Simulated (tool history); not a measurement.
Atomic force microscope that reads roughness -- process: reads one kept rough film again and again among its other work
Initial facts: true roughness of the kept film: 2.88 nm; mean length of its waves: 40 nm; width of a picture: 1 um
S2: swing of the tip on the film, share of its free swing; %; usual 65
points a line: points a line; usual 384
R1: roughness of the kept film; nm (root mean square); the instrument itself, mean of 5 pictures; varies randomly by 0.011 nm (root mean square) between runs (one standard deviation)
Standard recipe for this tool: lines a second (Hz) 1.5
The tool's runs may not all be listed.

Run 1, hour 0: usual settings. Result: R1 2.677 nm (root mean square).
Run 2, hour 21.7: usual settings. Result: R1 2.608 nm (root mean square).
At hour 65.2: new tip fitted.
Run 3, hour 72.8: usual settings but S2 71 %. Result: R1 2.642 nm (root mean square).
Run 4, hour 115.7: usual settings but S2 71 %. Result: R1 2.508 nm (root mean square).
At hour 129.6: new tip fitted.
Run 5, hour 157: usual settings but S2 57 %. Result: R1 2.623 nm (root mean square).
Run 6, hour 185.6: usual settings but S2 57 %. Result: R1 2.548 nm (root mean square).
At hour 193.8: new tip fitted.
Run 7, hour 217.6: usual settings. Result: R1 2.61 nm (root mean square).
At hour 259.3: new tip fitted.
Run 8, hour 269.3: usual settings. Result: R1 2.67 nm (root mean square).
Run 9, hour 290.7: usual settings but lines a second (Hz) 1.2. Result: R1 2.608 nm (root mean square).
At hour 322.8: new tip fitted.
At hour 323.8: height scale calibrated on a step standard.
Run 10, hour 333.2: usual settings but S2 80 %. Result: R1 2.585 nm (root mean square).
Run 11, hour 372.9: usual settings but S2 80 %. Result: R1 2.469 nm (root mean square).
At hour 388.2: new tip fitted.
Run 12, hour 423.3: usual settings but S2 80 %. Result: R1 2.525 nm (root mean square).
At hour 453.3: height scale calibrated on a step standard, once more.
At hour 453.8: new tip fitted.
Run 13, hour 458.7: usual settings but S2 80 %. Result: R1 2.585 nm (root mean square).
Run 14, hour 493: usual settings but S2 80 %. Result: R1 2.464 nm (root mean square).
At hour 518.5: new tip fitted.
Run 15, hour 530.5: usual settings but S2 80 %. Result: R1 2.573 nm (root mean square).
Run 16, hour 575.3: usual settings but S2 80 %. Result: R1 2.428 nm (root mean square).
At hour 582.3: new tip fitted.
Run 17, hour 606.6: usual settings but S2 80 %. Result: R1 2.503 nm (root mean square).
At hour 648: new tip fitted.
Run 18, hour 653.3: usual settings but S2 80 %. Result: R1 2.577 nm (root mean square).
Run 19, hour 692.7: usual settings but S2 80 %. Result: R1 2.464 nm (root mean square).
At hour 713.8: new tip fitted.
Run 20, hour 729: usual settings but S2 80 %. Result: R1 2.534 nm (root mean square).
At hour 778.4: new tip fitted.
Run 21, hour 778.4: usual settings but S2 80 %. Result: R1 2.601 nm (root mean square).
Run 22, hour 806.1: usual settings but S2 83 %. Result: R1 2.493 nm (root mean square).
Run 23, hour 839.2: usual settings but S2 83 %. Result: R1 2.418 nm (root mean square).
At hour 841.9: new tip fitted.
Run 24, hour 861.1: usual settings. Result: R1 2.617 nm (root mean square).
At hour 906.3: new tip fitted.
Run 25, hour 910.1: usual settings. Result: R1 2.641 nm (root mean square).
Run 26, hour 956.2: usual settings. Result: R1 2.493 nm (root mean square).
At hour 973.3: new tip fitted.
Run 27, hour 983.8: usual settings. Result: R1 2.622 nm (root mean square).
Run 28, hour 1034.9: usual settings but lines a second (Hz) 1.35, S2 84 %, points a line 511. Result: R1 2.404 nm (root mean square).
At hour 1037.6: new tip fitted.
Run 29, hour 1074.7: usual settings but lines a second (Hz) 1.35, S2 84 %, points a line 511. Result: R1 2.474 nm (root mean square).
Run 30, hour 1097.8: usual settings but lines a second (Hz) 0.65, S2 83 %. Result: R1 2.48 nm (root mean square).
At hour 1102.5: new tip fitted.
Run 31, hour 1132.3: usual settings but lines a second (Hz) 0.65, S2 83 %. Result: R1 2.58 nm (root mean square).
Run 32, hour 1159: usual settings but lines a second (Hz) 0.65, S2 83 %. Result: R1 2.517 nm (root mean square).
At hour 1167.7: new tip fitted.
Run 33, hour 1207: usual settings but lines a second (Hz) 3.03, S2 85 %. Result: R1 2.309 nm (root mean square).
At hour 1232: new tip fitted.
Run 34, hour 1249.1: usual settings but lines a second (Hz) 0.76, S2 73 %, points a line 433. Result: R1 2.64 nm (root mean square).
Run 35, hour 1277.3: usual settings but lines a second (Hz) 0.76, S2 73 %, points a line 433. Result: R1 2.561 nm (root mean square).
At hour 1298.1: new tip fitted.
Run 36, hour 1325.5: usual settings but lines a second (Hz) 1.09, points a line 869. Result: R1 2.611 nm (root mean square).
At hour 1363.1: new tip fitted.
Run 37, hour 1374: usual settings but lines a second (Hz) 3.95, S2 60 %, points a line 367. Result: R1 2.587 nm (root mean square).
Run 38, hour 1406.2: usual settings but points a line 642. Result: R1 2.548 nm (root mean square).
At hour 1427.1: new tip fitted.
Run 39, hour 1439.8: usual settings but points a line 642. Result: R1 2.637 nm (root mean square).
Run 40, hour 1484.2: usual settings but points a line 642. Result: R1 2.537 nm (root mean square).
At hour 1491: new tip fitted.
Run 41, hour 1507.1: usual settings but lines a second (Hz) 1.35, S2 59 %, points a line 490. Result: R1 2.675 nm (root mean square).
Run 42, hour 1541.7: usual settings but lines a second (Hz) 1.35, S2 67 %, points a line 395. Result: R1 2.525 nm (root mean square).
At hour 1556.3: new tip fitted.
Run 43, hour 1580.5: usual settings but lines a second (Hz) 0.96, S2 89 %, points a line 895. Result: R1 2.544 nm (root mean square).
At hour 1621.1: new tip fitted.
Run 44, hour 1630.7: usual settings but lines a second (Hz) 2.03, S2 71 %, points a line 895. Result: R1 2.599 nm (root mean square).
Run 45, hour 1668: usual settings but lines a second (Hz) 2.52, points a line 492. Result: R1 2.51 nm (root mean square).
At hour 1686.9: new tip fitted.
Run 46, hour 1709: usual settings but lines a second (Hz) 0.59, S2 69 %, points a line 711. Result: R1 2.647 nm (root mean square).
At hour 1751.5: new tip fitted.
Run 47, hour 1760.3: usual settings but lines a second (Hz) 0.95, S2 89 %, points a line 364. Result: R1 2.585 nm (root mean square).
Run 48, hour 1794.6: usual settings but lines a second (Hz) 0.95, S2 73 %, points a line 673. Result: R1 2.565 nm (root mean square).
At hour 1815.5: new tip fitted.
Run 49, hour 1844.5: usual settings but lines a second (Hz) 0.95, S2 73 %, points a line 277. Result: R1 2.612 nm (root mean square).
Run 50, hour 1875.9: usual settings but lines a second (Hz) 1.22, S2 72 %, points a line 655. Result: R1 2.506 nm (root mean square).
At hour 1879.3: new tip fitted.
Run 51, hour 1901.5: usual settings but lines a second (Hz) 0.61, points a line 655. Result: R1 2.669 nm (root mean square).
At hour 1945: new tip fitted.
Run 52, hour 1952.5: usual settings but lines a second (Hz) 0.5, S2 85 %. Result: R1 2.676 nm (root mean square).

What would each run have given without the hidden state, its run-to-run variation left as it was?
The tool's hidden condition here consists of: radius of the tip, nm; height scale over the true one, %; drift of the gauge itself on roughness_nm, %.
run     R1
  1  2.671
  2  2.665
  3   2.65
  4  2.644
  5  2.692
  6  2.692
  7  2.671
  8  2.679
  9  2.683
 10  2.594
 11  2.588
 12  2.599
 13  2.604
 14  2.584
 15  2.611
 16  2.592
 17  2.582
 18  2.598
 19  2.603
 20  2.583
 21  2.603
 22  2.573
 23  2.587
 24  2.674
 25  2.665
 26  2.658
 27  2.662
 28  2.583
 29  2.581
 30  2.654
 31  2.664
 32  2.674
 33  2.405
 34  2.693
 35  2.693
 36  2.688
 37  2.614
 38  2.671
 39  2.665
 40  2.692
 41   2.71
 42  2.662
 43  2.617
 44  2.626
 45  2.655
 46  2.719
 47  2.605
 48   2.69
 49  2.688
 50  2.668
 51  2.718
 52  2.686

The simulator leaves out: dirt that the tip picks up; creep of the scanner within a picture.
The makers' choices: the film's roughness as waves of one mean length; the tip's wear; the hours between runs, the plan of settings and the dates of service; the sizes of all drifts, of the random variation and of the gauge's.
